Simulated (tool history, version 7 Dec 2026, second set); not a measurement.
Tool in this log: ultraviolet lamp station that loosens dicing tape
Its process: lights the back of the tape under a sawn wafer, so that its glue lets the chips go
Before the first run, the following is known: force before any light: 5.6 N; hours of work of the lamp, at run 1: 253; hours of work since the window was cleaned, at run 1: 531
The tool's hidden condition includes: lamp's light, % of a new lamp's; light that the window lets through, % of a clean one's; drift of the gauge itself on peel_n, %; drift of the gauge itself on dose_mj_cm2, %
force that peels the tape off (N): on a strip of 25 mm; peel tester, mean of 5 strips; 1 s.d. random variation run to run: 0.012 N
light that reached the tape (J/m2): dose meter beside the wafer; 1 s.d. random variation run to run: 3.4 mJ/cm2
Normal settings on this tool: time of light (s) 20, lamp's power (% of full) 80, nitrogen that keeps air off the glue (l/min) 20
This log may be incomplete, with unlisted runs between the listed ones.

run     day  time of light (s)  lamp's power (% of full)  nitrogen that keeps air off the glue (l/min)  hours of work of the lamp  hours of work since the window was cleaned  force that peels the tape off (N)  light that reached the tape (J/m2)
  1   0.000                 20                        80                                            20                        253                                         531                              0.888                                4240
  2   1.808                 20                        80                                            20                        270                                         549                              0.893                                4240
  3   3.346                 20                        80                                            20                        285                                         564                              0.871                                4140
  4   4.475                 20                        80                                            20                        296                                         575                              0.905                                4130
  5   5.967                 20                        80                                            20                        311                                         589                              0.923                                4060
      6.100  -- window cleaned of glue's vapour
  6   7.642                 20                        80                                            20                        327                                          15                              1.009                                3900
  7   9.912                 20                        97                                            20                        349                                          37                              0.741                                4670
  8  11.162                 20                        97                                            20                        361                                          49                              0.733                                4540
     11.325  -- window cleaned of glue's vapour, once more
  9  13.454                 20                        97                                            20                        383                                          21                              0.471                                5930
 10  14.962                 20                        97                                            20                        398                                          36                              0.494                                5840
 11  17.054                 20                        97                                            20                        419                                          56                              0.500                                5700
 12  18.925                 20                        97                                            20                        437                                          74                              0.544                                5670
 13  21.504                 20                        97                                            20                        462                                          99                              0.522                                5590
 14  23.096                 25                       100                                             7                        477                                         115                              0.592                                7190
 15  25.608                 25                       100                                             7                        502                                         139                              0.591                                7110
 16  26.729                 31                       100                                            12                        513                                         150                              0.319                                8640
 17  28.692                 31                       100                                            12                        532                                         169                              0.318                                8540
 18  30.971                 12                        93                                            12                        554                                         192                              1.652                                3030
 19  32.454                 25                        65                                            20                        569                                         206                              0.831                                4340
 20  34.967                 25                        65                                            20                        593                                         231                              0.864                                4370
 21  36.458                 25                        70                                            20                        608                                         245                              0.755                                4640
 22  37.929                 25                        70                                            20                        622                                         260                              0.775                                4550
 23  40.246                 38                        86                                            20                        645                                         282                              0.258                                8300
 24  42.271                 20                        80                                            14                        665                                         302                              1.061                                4020

3 options for the next run, each taken on its own from the tool as it stands now. Forecast them:
  A  43.600                 18                        80                                            17                        678                                         315                                  ?                                   ?
  B  43.600                 20                        70                                            14                        678                                         315                                  ?                                   ?
  C  43.600                 20                        97                                            20                        678                                         315                                  ?                                   ?

run  force that peels the tape off (N)  light that reached the tape (J/m2)
  A                              1.176                                3590
  B                              1.318                                3500
  C                              0.661                                4820
Without the tool's unlogged condition, the same runs would have read:
run  force that peels the tape off (N)  light that reached the tape (J/m2)
  A                              0.688                                5010
  B                              0.790                                4900
  C                              0.359                                6730
